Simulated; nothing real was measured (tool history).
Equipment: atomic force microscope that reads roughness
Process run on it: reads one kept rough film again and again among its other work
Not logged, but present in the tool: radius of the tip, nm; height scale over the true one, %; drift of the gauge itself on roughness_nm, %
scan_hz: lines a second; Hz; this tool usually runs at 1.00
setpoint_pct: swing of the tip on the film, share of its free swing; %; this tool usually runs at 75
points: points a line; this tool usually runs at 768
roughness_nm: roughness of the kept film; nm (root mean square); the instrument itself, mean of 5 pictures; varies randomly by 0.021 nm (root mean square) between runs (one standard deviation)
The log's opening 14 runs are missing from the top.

run     day  scan_hz  setpoint_pct  points  pictures with this tip  hours of work since the height scale was calibrated  roughness_nm
     35.150  -- new tip fitted
 15  35.321     1.14            77     768                       7                                                 1994         5.048
 16  37.046     1.00            75     768                      79                                                 2018         4.502
     38.375  -- new tip fitted
 17  38.929     1.00            75     768                      23                                                 2043         4.932
     41.725  -- new tip fitted
 18  42.008     1.00            75     768                      11                                                 2086         5.033
 19  43.958     0.88            75     768                      92                                                 2112         4.417
     44.954  -- new tip fitted
 20  46.512     1.00            75     832                      65                                                 2147         4.476
     47.017  -- height scale calibrated on a step standard
     48.342  -- new tip fitted
 21  49.175     0.97            62     262                      35                                                   30         4.835
     51.742  -- new tip fitted
 22  52.308     2.16            75     303                      24                                                   72         4.581
     55.179  -- new tip fitted
 23  55.438     2.16            75     304                      11                                                  115         4.686
 24  57.450     2.16            71     304                      95                                                  143         4.082
     58.567  -- new tip fitted
 25  60.588     3.40            85     768                      84                                                  186         3.550
     61.858  -- new tip fitted
 26  63.692     3.40            85     768                      76                                                  229         3.562
     65.342  -- new tip fitted
 27  66.967     0.65            82     768                      68                                                  274         4.451
     68.692  -- new tip fitted
 28  68.692     0.65            82     768                       0                                                  297         5.089
 29  70.733     0.78            69     926                      85                                                  325         4.411
     71.871  -- new tip fitted
 30  73.662     2.77            56     646                      74                                                  365         4.436
     75.217  -- new tip fitted
 31  76.942     1.00            56     839                      71                                                  410         4.625
     78.525  -- new tip fitted
 32  78.546     1.00            74     320                       1                                                  432         5.042
 33  80.479     1.00            90     526                      81                                                  459         4.142
     81.779  -- new tip fitted
 34  82.496     1.03            60     282                      29                                                  486         4.940
 35  84.608     1.03            88     652                     117                                                  515         3.935
     85.117  -- new tip fitted
 36  86.029     2.46            88     652                      38                                                  535         4.041
     88.329  -- new tip fitted
 37  89.162     2.46            88     652                      35                                                  578         4.064
 38  91.304     2.46            57     303                     124                                                  607         4.180

Predict each of these 4 candidate next runs independently; none follows another, all start after run 38:
     91.783  -- new tip fitted
  A  94.467     1.89            63     422                     111                                                  651             ?
     91.783  -- new tip fitted
  B  94.467     2.46            58     748                     111                                                  651             ?
     91.783  -- new tip fitted
  C  94.467     0.54            68     955                     111                                                  651             ?
     91.783  -- new tip fitted
  D  94.467     2.46            85     365                     111                                                  651             ?

run  roughness_nm
  A         4.222
  B         4.263
  C         4.350
  D         3.667
Without the tool's unlogged condition, the same runs would have read:
run  roughness_nm
  A         5.072
  B         5.121
  C         5.225
  D         4.404
